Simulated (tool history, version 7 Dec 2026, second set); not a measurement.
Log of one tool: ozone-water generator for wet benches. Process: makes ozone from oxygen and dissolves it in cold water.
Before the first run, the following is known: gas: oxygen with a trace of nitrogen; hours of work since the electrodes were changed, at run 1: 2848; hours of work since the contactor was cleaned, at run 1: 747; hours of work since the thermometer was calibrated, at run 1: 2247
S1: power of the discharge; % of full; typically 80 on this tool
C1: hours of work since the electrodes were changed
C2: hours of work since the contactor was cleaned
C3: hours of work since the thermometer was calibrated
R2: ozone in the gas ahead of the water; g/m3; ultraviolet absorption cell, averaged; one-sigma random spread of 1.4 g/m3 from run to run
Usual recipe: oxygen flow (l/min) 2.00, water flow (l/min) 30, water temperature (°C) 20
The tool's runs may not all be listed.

{"run": 1, "hour": 0.0, "S1": 80, "oxygen flow (l/min)": 2.0, "water flow (l/min)": 30, "water temperature (°C)": 20, "C1": 2848, "C2": 747, "C3": 2247, "dissolved ozone (ppm)": 9.2, "R2": 227.2}
{"run": 2, "hour": 111.3, "S1": 80, "oxygen flow (l/min)": 2.0, "water flow (l/min)": 30, "water temperature (°C)": 20, "C1": 2946, "C2": 845, "C3": 2345, "dissolved ozone (ppm)": 9.1, "R2": 224.8}
{"run": 3, "hour": 201.7, "S1": 80, "oxygen flow (l/min)": 2.0, "water flow (l/min)": 30, "water temperature (°C)": 20, "C1": 3026, "C2": 925, "C3": 2424, "dissolved ozone (ppm)": 9.0, "R2": 227.4}
{"run": 4, "hour": 301.9, "S1": 80, "oxygen flow (l/min)": 2.0, "water flow (l/min)": 30, "water temperature (°C)": 25, "C1": 3114, "C2": 1013, "C3": 2513, "dissolved ozone (ppm)": 8.9, "R2": 224.5}
{"hour": 322.8, "done": "water thermometer calibrated"}
{"run": 5, "hour": 398.8, "S1": 80, "oxygen flow (l/min)": 2.0, "water flow (l/min)": 30, "water temperature (°C)": 20, "C1": 3199, "C2": 1098, "C3": 67, "dissolved ozone (ppm)": 9.0, "R2": 223.0}
{"run": 6, "hour": 576.6, "S1": 80, "oxygen flow (l/min)": 2.0, "water flow (l/min)": 30, "water temperature (°C)": 20, "C1": 3356, "C2": 1255, "C3": 223, "dissolved ozone (ppm)": 9.0, "R2": 223.2}
{"run": 7, "hour": 764.9, "S1": 80, "oxygen flow (l/min)": 2.0, "water flow (l/min)": 30, "water temperature (°C)": 20, "C1": 3522, "C2": 1421, "C3": 389, "dissolved ozone (ppm)": 8.5, "R2": 221.1}
{"run": 8, "hour": 918.4, "S1": 45, "oxygen flow (l/min)": 2.0, "water flow (l/min)": 30, "water temperature (°C)": 20, "C1": 3657, "C2": 1556, "C3": 525, "dissolved ozone (ppm)": 6.7, "R2": 168.4}
{"run": 9, "hour": 1094.6, "S1": 45, "oxygen flow (l/min)": 2.0, "water flow (l/min)": 30, "water temperature (°C)": 20, "C1": 3812, "C2": 1711, "C3": 680, "dissolved ozone (ppm)": 6.7, "R2": 164.2}
{"hour": 1193.0, "done": "water thermometer calibrated, once more"}
{"run": 10, "hour": 1239.6, "S1": 45, "oxygen flow (l/min)": 2.0, "water flow (l/min)": 30, "water temperature (°C)": 20, "C1": 3939, "C2": 1838, "C3": 41, "dissolved ozone (ppm)": 6.5, "R2": 165.1}
{"run": 11, "hour": 1365.4, "S1": 80, "oxygen flow (l/min)": 2.0, "water flow (l/min)": 30, "water temperature (°C)": 20, "C1": 4050, "C2": 1949, "C3": 152, "dissolved ozone (ppm)": 8.6, "R2": 214.8}
{"run": 12, "hour": 1468.1, "S1": 80, "oxygen flow (l/min)": 2.0, "water flow (l/min)": 24, "water temperature (°C)": 20, "C1": 4141, "C2": 2040, "C3": 242, "dissolved ozone (ppm)": 10.7, "R2": 213.3}
{"run": 13, "hour": 1578.7, "S1": 80, "oxygen flow (l/min)": 2.0, "water flow (l/min)": 22, "water temperature (°C)": 20, "C1": 4238, "C2": 2137, "C3": 340, "dissolved ozone (ppm)": 11.7, "R2": 211.6}
{"run": 14, "hour": 1672.3, "S1": 80, "oxygen flow (l/min)": 2.0, "water flow (l/min)": 22, "water temperature (°C)": 20, "C1": 4320, "C2": 2220, "C3": 422, "dissolved ozone (ppm)": 11.9, "R2": 212.7}
{"run": 15, "hour": 1751.0, "S1": 80, "oxygen flow (l/min)": 1.4, "water flow (l/min)": 30, "water temperature (°C)": 20, "C1": 4390, "C2": 2289, "C3": 492, "dissolved ozone (ppm)": 7.3, "R2": 247.1}
{"run": 16, "hour": 1887.8, "S1": 80, "oxygen flow (l/min)": 1.4, "water flow (l/min)": 30, "water temperature (°C)": 20, "C1": 4510, "C2": 2409, "C3": 612, "dissolved ozone (ppm)": 7.1, "R2": 243.4}

The next listed run, before its measurement:
{"run": 17, "hour": 2023.0, "S1": 54, "oxygen flow (l/min)": 2.75, "water flow (l/min)": 38, "water temperature (°C)": 20, "C1": 4629, "C2": 2528, "C3": 731, "dissolved ozone (ppm)": "?", "R2": "?"}

{"run 17": {"dissolved ozone (ppm)": 5.8, "R2": 150.4}}
Were there no unlogged condition in the tool, this run, its random variation unchanged, would have produced dissolved ozone (ppm) 7.2, R2 180.5 g/m3.
